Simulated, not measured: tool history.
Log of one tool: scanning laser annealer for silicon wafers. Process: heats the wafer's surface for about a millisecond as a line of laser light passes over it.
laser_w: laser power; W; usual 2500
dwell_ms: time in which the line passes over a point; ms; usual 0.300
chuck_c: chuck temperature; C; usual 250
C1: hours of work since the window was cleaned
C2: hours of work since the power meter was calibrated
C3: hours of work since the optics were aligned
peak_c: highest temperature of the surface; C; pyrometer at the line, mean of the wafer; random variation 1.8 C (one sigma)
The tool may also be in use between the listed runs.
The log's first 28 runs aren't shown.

{"run": 29, "hour": 377.9, "laser_w": 2386, "dwell_ms": 0.326, "chuck_c": 276, "C1": 288, "C2": 347, "C3": 1048, "peak_c": 1064}
{"run": 30, "hour": 389.4, "laser_w": 2154, "dwell_ms": 0.22, "chuck_c": 258, "C1": 295, "C2": 354, "C3": 1055, "peak_c": 818}
{"run": 31, "hour": 408.0, "laser_w": 2154, "dwell_ms": 0.22, "chuck_c": 258, "C1": 306, "C2": 365, "C3": 1066, "peak_c": 820}
{"run": 32, "hour": 421.6, "laser_w": 2547, "dwell_ms": 0.232, "chuck_c": 218, "C1": 314, "C2": 373, "C3": 1074, "peak_c": 936}
{"run": 33, "hour": 439.5, "laser_w": 2500, "dwell_ms": 0.267, "chuck_c": 231, "C1": 325, "C2": 384, "C3": 1085, "peak_c": 990}
{"run": 34, "hour": 452.7, "laser_w": 2652, "dwell_ms": 0.328, "chuck_c": 235, "C1": 333, "C2": 392, "C3": 1092, "peak_c": 1143}
{"run": 35, "hour": 464.6, "laser_w": 2568, "dwell_ms": 0.346, "chuck_c": 237, "C1": 340, "C2": 399, "C3": 1099, "peak_c": 1133}
{"run": 36, "hour": 479.1, "laser_w": 2552, "dwell_ms": 0.21, "chuck_c": 232, "C1": 348, "C2": 408, "C3": 1108, "peak_c": 914}
{"run": 37, "hour": 492.2, "laser_w": 2500, "dwell_ms": 0.337, "chuck_c": 230, "C1": 356, "C2": 415, "C3": 1116, "peak_c": 1082}
{"run": 38, "hour": 503.1, "laser_w": 2500, "dwell_ms": 0.337, "chuck_c": 230, "C1": 363, "C2": 422, "C3": 1122, "peak_c": 1083}
{"run": 39, "hour": 516.4, "laser_w": 2140, "dwell_ms": 0.363, "chuck_c": 242, "C1": 371, "C2": 430, "C3": 1130, "peak_c": 967}
{"run": 40, "hour": 530.0, "laser_w": 2140, "dwell_ms": 0.363, "chuck_c": 242, "C1": 379, "C2": 438, "C3": 1138, "peak_c": 968}

Forecast each of these 3 alternatives for the next run:
{"run": "A", "hour": 547.4, "laser_w": 2500, "dwell_ms": 0.244, "chuck_c": 250, "C1": 389, "C2": 448, "C3": 1149, "peak_c": "?"}
{"run": "B", "hour": 547.4, "laser_w": 2672, "dwell_ms": 0.287, "chuck_c": 243, "C1": 389, "C2": 448, "C3": 1149, "peak_c": "?"}
{"run": "C", "hour": 547.4, "laser_w": 2293, "dwell_ms": 0.307, "chuck_c": 218, "C1": 389, "C2": 448, "C3": 1149, "peak_c": "?"}

run=A peak_c=971
run=B peak_c=1095
run=C peak_c=946
Without the tool's hidden state the same runs would have given:
run=A peak_c=972
run=B peak_c=1096
run=C peak_c=947
